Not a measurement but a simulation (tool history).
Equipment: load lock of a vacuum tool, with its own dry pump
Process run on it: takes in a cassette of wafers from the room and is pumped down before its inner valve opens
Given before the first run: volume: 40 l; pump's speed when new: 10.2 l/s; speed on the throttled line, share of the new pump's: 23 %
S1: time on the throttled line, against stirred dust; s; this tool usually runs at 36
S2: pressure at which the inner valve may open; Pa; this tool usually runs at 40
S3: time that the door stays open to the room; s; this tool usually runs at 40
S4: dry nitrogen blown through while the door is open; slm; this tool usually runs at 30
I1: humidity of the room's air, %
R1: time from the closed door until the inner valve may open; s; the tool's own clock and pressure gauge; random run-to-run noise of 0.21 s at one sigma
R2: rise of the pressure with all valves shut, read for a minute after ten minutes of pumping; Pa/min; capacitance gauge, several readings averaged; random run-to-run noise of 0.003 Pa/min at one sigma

{"run": 1, "hour": 0.0, "S1": 36, "S2": 40, "S3": 40, "S4": 30, "I1": 49.3, "R1": 61.0, "R2": 0.11}
{"run": 2, "hour": 554.3, "S1": 36, "S2": 40, "S3": 40, "S4": 21, "I1": 45.5, "R1": 60.9, "R2": 0.119}
{"run": 3, "hour": 1070.3, "S1": 36, "S2": 40, "S3": 40, "S4": 21, "I1": 47.5, "R1": 61.3, "R2": 0.122}
{"run": 4, "hour": 1355.1, "S1": 36, "S2": 40, "S3": 40, "S4": 21, "I1": 38.9, "R1": 61.4, "R2": 0.124}
{"run": 5, "hour": 1782.9, "S1": 36, "S2": 40, "S3": 40, "S4": 21, "I1": 44.6, "R1": 61.7, "R2": 0.134}
{"run": 6, "hour": 2057.0, "S1": 36, "S2": 40, "S3": 40, "S4": 30, "I1": 46.0, "R1": 61.9, "R2": 0.134}
{"run": 7, "hour": 2523.4, "S1": 36, "S2": 40, "S3": 40, "S4": 27, "I1": 43.7, "R1": 62.1, "R2": 0.136}
{"run": 8, "hour": 2974.1, "S1": 36, "S2": 40, "S3": 40, "S4": 27, "I1": 47.8, "R1": 61.8, "R2": 0.149}
{"run": 9, "hour": 3276.5, "S1": 36, "S2": 40, "S3": 40, "S4": 27, "I1": 44.6, "R1": 62.5, "R2": 0.152}
{"run": 10, "hour": 3727.5, "S1": 36, "S2": 40, "S3": 40, "S4": 27, "I1": 46.5, "R1": 63.0, "R2": 0.154}
{"run": 11, "hour": 4225.7, "S1": 36, "S2": 40, "S3": 40, "S4": 27, "I1": 46.5, "R1": 62.8, "R2": 0.159}
{"run": 12, "hour": 4681.7, "S1": 36, "S2": 65, "S3": 40, "S4": 27, "I1": 45.7, "R1": 60.6, "R2": 0.164}
{"run": 13, "hour": 4949.3, "S1": 36, "S2": 65, "S3": 40, "S4": 27, "I1": 47.4, "R1": 60.7, "R2": 0.17}
{"run": 14, "hour": 5258.7, "S1": 36, "S2": 40, "S3": 41, "S4": 30, "I1": 45.7, "R1": 63.5, "R2": 0.176}
{"hour": 5467.9, "done": "dry pump taken out, an overhauled one fitted"}
{"run": 15, "hour": 5798.3, "S1": 36, "S2": 47, "S3": 40, "S4": 30, "I1": 45.0, "R1": 57.9, "R2": 0.181}
{"run": 16, "hour": 6302.2, "S1": 36, "S2": 47, "S3": 40, "S4": 30, "I1": 45.4, "R1": 58.1, "R2": 0.197}
{"run": 17, "hour": 6596.5, "S1": 36, "S2": 47, "S3": 40, "S4": 30, "I1": 44.6, "R1": 58.1, "R2": 0.196}
{"run": 18, "hour": 7100.8, "S1": 32, "S2": 40, "S3": 40, "S4": 14, "I1": 45.9, "R1": 55.9, "R2": 0.214}
{"run": 19, "hour": 7638.5, "S1": 40, "S2": 40, "S3": 55, "S4": 14, "I1": 45.1, "R1": 62.1, "R2": 0.223}
{"run": 20, "hour": 8198.9, "S1": 40, "S2": 40, "S3": 55, "S4": 14, "I1": 42.8, "R1": 61.9, "R2": 0.235}
{"run": 21, "hour": 8612.5, "S1": 21, "S2": 39, "S3": 138, "S4": 29, "I1": 43.5, "R1": 48.1, "R2": 0.238}
{"run": 22, "hour": 9100.8, "S1": 57, "S2": 40, "S3": 40, "S4": 17, "I1": 44.2, "R1": 75.6, "R2": 0.24}
{"run": 23, "hour": 9562.1, "S1": 24, "S2": 36, "S3": 28, "S4": 8, "I1": 43.4, "R1": 51.1, "R2": 0.255}
{"run": 24, "hour": 9883.8, "S1": 24, "S2": 68, "S3": 62, "S4": 8, "I1": 44.4, "R1": 48.4, "R2": 0.26}
{"run": 25, "hour": 10429.7, "S1": 56, "S2": 40, "S3": 183, "S4": 11, "I1": 44.1, "R1": 75.0, "R2": 0.294}
{"run": 26, "hour": 10673.0, "S1": 36, "S2": 60, "S3": 40, "S4": 13, "I1": 46.6, "R1": 58.5, "R2": 0.266}
{"run": 27, "hour": 10990.7, "S1": 36, "S2": 40, "S3": 40, "S4": 5, "I1": 41.3, "R1": 60.2, "R2": 0.279}
{"run": 28, "hour": 11249.1, "S1": 32, "S2": 73, "S3": 165, "S4": 11, "I1": 45.1, "R1": 54.8, "R2": 0.309}
{"run": 29, "hour": 11700.1, "S1": 32, "S2": 73, "S3": 28, "S4": 39, "I1": 45.1, "R1": 55.2, "R2": 0.274}
{"run": 30, "hour": 12024.7, "S1": 54, "S2": 72, "S3": 121, "S4": 30, "I1": 46.3, "R1": 71.7, "R2": 0.297}
{"run": 31, "hour": 12336.0, "S1": 54, "S2": 72, "S3": 121, "S4": 30, "I1": 48.4, "R1": 71.6, "R2": 0.303}
{"run": 32, "hour": 12734.5, "S1": 54, "S2": 72, "S3": 121, "S4": 30, "I1": 43.2, "R1": 71.6, "R2": 0.312}
{"run": 33, "hour": 13291.3, "S1": 41, "S2": 40, "S3": 41, "S4": 11, "I1": 45.1, "R1": 64.3, "R2": 0.319}
{"run": 34, "hour": 13562.2, "S1": 59, "S2": 40, "S3": 41, "S4": 7, "I1": 45.5, "R1": 78.0, "R2": 0.328}

The same runs without the tool's hidden state, with the same run-to-run variation:
Hidden state present: pump's speed, % of a new pump's; leak at the door's seal, Pa l/s; drift of the gauge itself on ready_s, %; drift of the gauge itself on rise_pa_min, %.
run=1 R1=58.6 R2=0.026
run=2 R1=58.3 R2=0.029
run=3 R1=58.4 R2=0.024
run=4 R1=58.4 R2=0.024
run=5 R1=58.5 R2=0.028
run=6 R1=58.6 R2=0.025
run=7 R1=58.6 R2=0.023
run=8 R1=58.2 R2=0.028
run=9 R1=58.6 R2=0.029
run=10 R1=58.9 R2=0.024
run=11 R1=58.5 R2=0.023
run=12 R1=56.5 R2=0.024
run=13 R1=56.4 R2=0.023
run=14 R1=58.8 R2=0.024
run=15 R1=58.0 R2=0.023
run=16 R1=58.0 R2=0.030
run=17 R1=57.9 R2=0.023
run=18 R1=55.5 R2=0.036
run=19 R1=61.6 R2=0.037
run=20 R1=61.2 R2=0.040
run=21 R1=47.1 R2=0.037
run=22 R1=74.8 R2=0.030
run=23 R1=49.6 R2=0.033
run=24 R1=46.9 R2=0.035
run=25 R1=73.8 R2=0.061
run=26 R1=56.9 R2=0.033
run=27 R1=58.4 R2=0.036
run=28 R1=53.0 R2=0.054
run=29 R1=53.2 R2=0.016
run=30 R1=70.1 R2=0.039
run=31 R1=69.9 R2=0.035
run=32 R1=69.8 R2=0.035
run=33 R1=61.7 R2=0.033
run=34 R1=75.8 R2=0.032
